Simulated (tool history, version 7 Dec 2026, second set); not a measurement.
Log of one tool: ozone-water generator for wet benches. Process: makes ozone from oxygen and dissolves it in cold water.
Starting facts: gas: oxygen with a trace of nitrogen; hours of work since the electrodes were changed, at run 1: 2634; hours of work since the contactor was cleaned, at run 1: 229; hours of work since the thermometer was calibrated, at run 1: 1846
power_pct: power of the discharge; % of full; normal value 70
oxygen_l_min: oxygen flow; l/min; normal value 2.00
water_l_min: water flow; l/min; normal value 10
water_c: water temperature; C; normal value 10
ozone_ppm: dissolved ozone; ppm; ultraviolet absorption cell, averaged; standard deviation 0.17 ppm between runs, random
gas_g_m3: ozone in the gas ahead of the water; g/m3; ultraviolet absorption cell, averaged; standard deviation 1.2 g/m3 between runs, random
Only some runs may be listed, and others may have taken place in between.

run      day  power_pct  oxygen_l_min  water_l_min  water_c  hours of work since the electrodes were changed  hours of work since the contactor was cleaned  hours of work since the thermometer was calibrated  ozone_ppm  gas_g_m3
  1    0.000         70          2.00           10       10                                             2634                                            229                                                1846       22.4     218.0
  2    3.167         70          2.00           10       10                                             2690                                            285                                                1902       22.8     219.0
  3    8.133         70          1.28           10       10                                             2778                                            373                                                1990       20.6     274.1
  4   13.412         70          1.28           10       10                                             2872                                            466                                                2083       20.8     275.1
  5   18.379         70          1.28           10       10                                             2959                                            554                                                2171       20.5     272.6
  6   24.092         70          1.28           10       10                                             3060                                            655                                                2272       20.5     274.0
  7   30.154         70          1.28           10       10                                             3167                                            762                                                2379       20.7     276.3
  8   36.658         70          1.28           10       10                                             3282                                            877                                                2494       20.8     276.5
  9   40.208         70          2.00           10       10                                             3345                                            939                                                2556       22.6     215.8
 10   43.183         70          2.00            7       10                                             3398                                            992                                                2609       30.2     218.8
 11   48.571         70          2.76           10       10                                             3493                                           1087                                                2704       23.5     185.0
 12   52.271         70          2.00           10        9                                             3558                                           1153                                                2770       22.8     218.4
 13   59.296         76          1.53            8       17                                             3682                                           1277                                                2894       25.7     268.6
 14   64.233         76          1.53            6       17                                             3770                                           1364                                                2981       32.1     267.0
 15   70.771         76          1.53            6       17                                             3885                                           1480                                                3097       32.1     271.5
 16   77.388         63          3.51           12       12                                             4002                                           1597                                                3213       18.8     150.2
 17   83.538         54          3.51           10       12                                             4111                                           1705                                                3322       18.3     129.9
 18   86.671         70          1.88           12        8                                             4166                                           1761                                                3377       19.2     225.6
 19   89.862         70          1.88           12        8                                             4223                                           1817                                                3434       19.4     226.8
 20   93.362         70          1.88           12        8                                             4284                                           1879                                                3496       19.4     222.9
 21   96.267         70          1.88           12        8                                             4336                                           1930                                                3547       19.4     224.8
 22  102.504         70          2.57           12       10                                             4446                                           2040                                                3657       20.1     192.1
 23  106.450         51          2.00           13       10                                             4516                                           2110                                                3727       13.8     165.9

Branching from run 23: 4 alternative next runs. What would each branch give?
  A  111.954         51          2.34           13        5                                             4613                                           2207                                                3824          ?         ?
  B  111.954         51          1.24           13       12                                             4613                                           2207                                                3824          ?         ?
  C  111.954         70          1.57           13       12                                             4613                                           2207                                                3824          ?         ?
  D  111.954         70          2.00           10        5                                             4613                                           2207                                                3824          ?         ?

run  ozone_ppm  gas_g_m3
  A       14.8     153.4
  B       12.1     213.3
  C       17.0     248.1
  D       23.9     217.9
With no hidden state in the tool, these same runs would have given:
run  ozone_ppm  gas_g_m3
  A       14.8     153.5
  B       12.2     213.5
  C       17.0     248.3
  D       23.9     218.1
